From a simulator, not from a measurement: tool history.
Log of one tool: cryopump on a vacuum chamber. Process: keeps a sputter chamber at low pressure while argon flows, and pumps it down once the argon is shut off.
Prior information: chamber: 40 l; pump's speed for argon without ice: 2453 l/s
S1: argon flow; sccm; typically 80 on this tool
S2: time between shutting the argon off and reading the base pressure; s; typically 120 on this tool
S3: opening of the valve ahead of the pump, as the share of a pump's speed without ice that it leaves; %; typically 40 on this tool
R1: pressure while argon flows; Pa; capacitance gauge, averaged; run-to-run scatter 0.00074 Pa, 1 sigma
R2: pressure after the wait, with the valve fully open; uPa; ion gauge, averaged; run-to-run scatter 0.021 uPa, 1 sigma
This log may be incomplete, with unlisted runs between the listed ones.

run     day  S1   S2  S3      R1    R2
  1       0  80  120  40   0.142  0.71
  2   0.475  80  120  40  0.1416  0.67
  3   0.962  80  120  40  0.1419  0.68
  4   1.679  80  120  40  0.1423  0.72
  5   2.062  80  120  22   0.254  0.65
  6   2.821  80  120  40  0.1437  0.71
  7   3.467  80  120  27  0.2109  0.69
  8   3.908  80  120  27  0.2083  0.68
  9   4.725  80  120  27  0.2103  0.74
 10    5.35  80  120  27  0.2081   0.7
 11   5.929  59  120  40  0.1053  0.73
 12   6.588  80  221  40  0.1445  0.58
 13   7.329  80  120  40  0.1442  0.75
 14   7.733  40   74  18  0.1545  0.93
 15   8.254  40   74  18  0.1565  0.98
 16   8.638  63   30  50  0.0908  1.69
 17   9.196  63   65  20  0.2207     1
 18   9.679  44   65  20  0.1566  1.01
 19  10.562  51  258  58  0.0655  0.56
 20  11.412  79  228  44  0.1299   0.6
 21  11.996  35   88  24  0.1025  0.88
 22  12.546  80  120  21  0.2692  0.77
 23  13.004  34   95  54   0.047  0.88
 24  13.867  42   47  26  0.1141  1.28
 25  14.338  64  133  56  0.0837  0.79
 26  15.071  64  133  56  0.0855  0.77

3 ways to go on from here, each from the tool as it stands after run 26. What would each give?
  A  15.896  74  133  35   ?   ?
  B  15.896  80  120  31   ?   ?
  C  15.896  80   25  40   ?   ?

run      R1    R2
  A  0.1514  0.77
  B  0.1849  0.81
  C  0.1453  1.97
What these runs would have given with no unlogged condition in the tool:
run      R1    R2
  A  0.1445   0.4
  B  0.1775  0.44
  C  0.1379   1.6
